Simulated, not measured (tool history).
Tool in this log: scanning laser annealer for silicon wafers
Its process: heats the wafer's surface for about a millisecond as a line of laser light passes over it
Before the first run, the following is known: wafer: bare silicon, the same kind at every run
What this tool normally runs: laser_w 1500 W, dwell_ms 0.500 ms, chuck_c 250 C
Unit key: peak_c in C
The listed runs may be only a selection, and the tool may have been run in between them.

run   hour  laser_w  dwell_ms  chuck_c  peak_c
  1    0.0     1500     0.500      250    1081
  2    9.3     1500     0.500      250    1080
  3   17.2     1500     0.500      250    1080
  4   28.7     1500     0.500      250    1081
  5   39.1     1500     0.500      250    1081
  6   52.0     1500     0.500      250    1079
  7   61.8     1500     0.500      250    1078
  8   72.7     1500     0.500      250    1080
  9   78.8     1609     0.500      250    1137
 10   89.0     1609     0.500      250    1137
 11   99.9     1500     0.500      250    1077
 12  108.0     1500     0.500      250    1077
 13  121.8     1500     0.500      250    1078
 14  131.0     1500     0.426      250    1000
 15  140.2     1500     0.500      265    1090
 16  146.2     1500     0.500      265    1091
 17  153.3     1500     0.524      250    1099
 18  166.2     1500     0.524      250    1100
 19  172.6     1347     0.588      233    1047
 20  183.6     1500     0.527      250    1099
 21  193.2     1500     0.527      250    1099

Run 22 is up next; what results do you expect?
 22  199.8     1500     0.527      250       ?

{"run 22": {"peak_c": 1099}}
On a tool with no hidden condition, and with the same random variation, this run would have come out at peak_c 1119 C.
